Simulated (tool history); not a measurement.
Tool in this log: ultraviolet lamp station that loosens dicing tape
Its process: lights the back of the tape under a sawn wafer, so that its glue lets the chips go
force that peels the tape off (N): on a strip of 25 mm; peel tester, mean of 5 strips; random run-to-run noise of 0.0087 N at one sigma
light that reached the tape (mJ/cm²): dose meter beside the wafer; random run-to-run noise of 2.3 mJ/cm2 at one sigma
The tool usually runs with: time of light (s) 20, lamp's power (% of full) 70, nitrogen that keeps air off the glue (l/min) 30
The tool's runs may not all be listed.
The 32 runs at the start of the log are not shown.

run,hour,time of light (s),lamp's power (% of full),nitrogen that keeps air off the glue (l/min),hours of work of the lamp,hours of work since the window was cleaned,force that peels the tape off (N),light that reached the tape (mJ/cm²)
33,575.2,16,68,30,394,33,0.948,156
34,599.3,16,68,30,405,44,0.979,153
35,618.0,16,76,23,413,52,0.968,167
36,635.5,16,61,23,421,60,1.511,135
37,660.8,16,61,23,432,71,1.478,134
38,681.1,13,71,16,441,80,2.236,125
39,699.1,13,71,16,449,88,2.234,123
40,712.8,12,76,40,455,94,1.243,120

Below are 5 alternative next runs, each starting from the tool's condition after run 40. Predict each:
A,739.1,12,70,40,466,105,?,?
B,739.1,15,100,40,466,105,?,?
C,739.1,18,86,44,466,105,?,?
D,739.1,12,76,28,466,105,?,?
E,739.1,27,87,12,466,105,?,?

run,force that peels the tape off (N),light that reached the tape (mJ/cm²)
A,1.428,111
B,0.424,202
C,0.360,203
D,1.589,122
E,0.474,314
Without the tool's hidden state the same runs would have given:
run,force that peels the tape off (N),light that reached the tape (mJ/cm²)
A,0.867,143
B,0.264,259
C,0.230,262
D,0.983,157
E,0.285,404
